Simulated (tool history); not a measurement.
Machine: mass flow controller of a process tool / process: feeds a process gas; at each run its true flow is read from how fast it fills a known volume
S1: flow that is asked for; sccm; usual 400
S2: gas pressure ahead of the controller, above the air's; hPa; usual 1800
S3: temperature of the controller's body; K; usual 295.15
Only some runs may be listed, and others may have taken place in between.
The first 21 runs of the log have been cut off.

Run 22, hour 6801.2: usual settings but S3 301.15 K. Result: true flow (%) 101.56.
Run 23, hour 7084: usual settings but S3 301.15 K. Result: true flow (%) 101.63.
Run 24, hour 7524: usual settings but S3 301.15 K. Result: true flow (%) 101.84.
Run 25, hour 7943.9: usual settings but S1 167 sccm, S2 1850 hPa. Result: true flow (%) 102.73.
Run 26, hour 8311.9: usual settings but S2 1830 hPa. Result: true flow (%) 102.6.
Run 27, hour 8602.4: usual settings but S2 1830 hPa. Result: true flow (%) 102.6.
At hour 8707.6: controller's zero set anew.
Run 28, hour 8843.2: usual settings but S1 75 sccm, S2 1560 hPa, S3 303.15 K. Result: true flow (%) 98.81.
Run 29, hour 9301.4: usual settings but S1 378 sccm, S2 2190 hPa, S3 301.15 K. Result: true flow (%) 101.22.
Run 30, hour 9739: usual settings but S1 94 sccm, S2 2170 hPa, S3 305.15 K. Result: true flow (%) 100.06.
Run 31, hour 10062.9: usual settings but S1 94 sccm, S2 2170 hPa, S3 305.15 K. Result: true flow (%) 100.5.
Run 32, hour 10519.2: usual settings but S1 94 sccm, S2 2170 hPa, S3 305.15 K. Result: true flow (%) 101.04.
Run 33, hour 10802.6: usual settings but S1 275 sccm, S2 2150 hPa, S3 309.15 K. Result: true flow (%) 100.99.
Run 34, hour 11215.7: usual settings but S1 65 sccm, S2 1840 hPa, S3 294.15 K. Result: true flow (%) 103.12.
Run 35, hour 11477.4: usual settings but S1 55 sccm, S2 2670 hPa, S3 308.15 K. Result: true flow (%) 103.76.
Run 36, hour 11731: usual settings but S1 134 sccm. Result: true flow (%) 102.32.

Run 37 comes next. What will it give?
Run 37, hour 12188.3: usual settings but S1 118 sccm, S2 2360 hPa. Result: true flow (%) ?.

{"run 37": {"true flow (%)": 103.17}}
If the tool had no hidden condition, the same run with the same run-to-run variation would have returned true flow (%) 98.08.
